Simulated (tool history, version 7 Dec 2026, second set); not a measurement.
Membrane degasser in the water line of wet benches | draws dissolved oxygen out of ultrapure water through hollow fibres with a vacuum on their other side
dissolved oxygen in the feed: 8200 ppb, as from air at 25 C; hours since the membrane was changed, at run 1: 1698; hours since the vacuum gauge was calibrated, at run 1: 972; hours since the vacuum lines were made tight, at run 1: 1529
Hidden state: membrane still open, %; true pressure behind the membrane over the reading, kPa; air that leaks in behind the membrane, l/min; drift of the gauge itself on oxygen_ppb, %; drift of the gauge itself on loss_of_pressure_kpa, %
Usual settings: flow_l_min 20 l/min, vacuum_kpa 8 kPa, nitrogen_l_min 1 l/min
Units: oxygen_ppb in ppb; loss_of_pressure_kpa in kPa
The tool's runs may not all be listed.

run,hour,flow_l_min,vacuum_kpa,nitrogen_l_min,hours since the membrane was changed,hours since the vacuum gauge was calibrated,hours since the vacuum lines were made tight,oxygen_ppb,loss_of_pressure_kpa
1,0,20,8,1,1698,972,1529,458,67.14
2,49.5,20,8,0.64,1747,1021,1579,559.1,67.11
3,107,20,8,0.64,1805,1079,1636,547.8,66.62
4,200.9,20,8,0.64,1898,1172,1730,556.2,67.06
5,245.6,20,8,0.64,1943,1217,1775,552.3,66.83
6,291.7,20,8,1,1989,1263,1821,460.6,67.23
7,381.9,20,8,1,2079,1353,1911,470.5,66.93
8,467.3,20,8,1,2165,1439,1997,464.7,66.81
9,529.8,18,8,1,2227,1501,2059,390.7,60.86
10,591.5,18,8,1,2289,1563,2121,387.3,60.73
11,641,18,8,1,2339,1612,2170,387.1,60.19
12,686.1,18,8,1,2384,1658,2215,386.6,60.68
13,775.4,18,8,1,2473,1747,2305,390.1,60.62
14,872.9,18,8,1,2570,1844,2402,386.2,61.15
15,960.8,20,8,1,2658,1932,2490,462.5,67.77
16,1007.2,20,12.76,1,2705,1979,2536,643.2,67.4
17,1083.4,20,12.76,1,2781,2055,2613,646.5,68.54
18,1175.9,20,12.76,1,2874,2147,2705,656.1,68.05
19,1219.5,20,8,0.71,2917,2191,2749,537.1,67.45
20,1278.1,18,14.2,2.68,2976,2250,2807,375.2,60.89
21,1375.6,18,15.96,2.63,3073,2347,2905,402.6,60.78
22,1416.6,20,4.99,1,3114,2388,2946,335.5,68.37
23,1508.9,20,8,0.42,3206,2480,3038,657.9,68.36
24,1570.3,26,14.71,2.3,3268,2542,3100,733.4,88.65
25,1621.8,21,8,0.99,3319,2593,3151,501,71.38
26,1676,21,8,0.99,3374,2648,3205,503.6,71.14
27,1741.8,21,8,0.99,3439,2713,3271,508.5,71
28,1828.2,21,8,0.99,3526,2800,3357,495.8,72.07
29,1876.6,28,8,1.15,3574,2848,3406,731.2,95.62
30,1975.6,14,16.01,2.69,3673,2947,3505,260.6,47.64
31,2063.7,16,17.61,0.61,3761,3035,3593,870.8,54.85
32,2115.5,24,10.04,1.92,3813,3087,3645,562.3,81.87
33,2209.3,24,10.04,1.92,3907,3181,3739,570.2,82.18

Hidden state or all else? Some run-to-run changes of loss_of_pressure_kpa, split into what the settings, what came in and random variation would give without the hidden state, and what is left for the hidden state (with any gauge scatter that isn't in both results):
Run 28 -> 29: flow_l_min 21 -> 28, nitrogen_l_min 0.99 -> 1.15. loss_of_pressure_kpa +23.55 kPa: hidden state +0.48, all else +23.07.
Run 29 -> 30: flow_l_min 28 -> 14, vacuum_kpa 8 -> 16.01, nitrogen_l_min 1.15 -> 2.69. loss_of_pressure_kpa -47.98 kPa: hidden state -0.86, all else -47.12.
Run 31 -> 32: flow_l_min 16 -> 24, vacuum_kpa 17.61 -> 10.04, nitrogen_l_min 0.61 -> 1.92. loss_of_pressure_kpa +27.02 kPa: hidden state +0.59, all else +26.43.

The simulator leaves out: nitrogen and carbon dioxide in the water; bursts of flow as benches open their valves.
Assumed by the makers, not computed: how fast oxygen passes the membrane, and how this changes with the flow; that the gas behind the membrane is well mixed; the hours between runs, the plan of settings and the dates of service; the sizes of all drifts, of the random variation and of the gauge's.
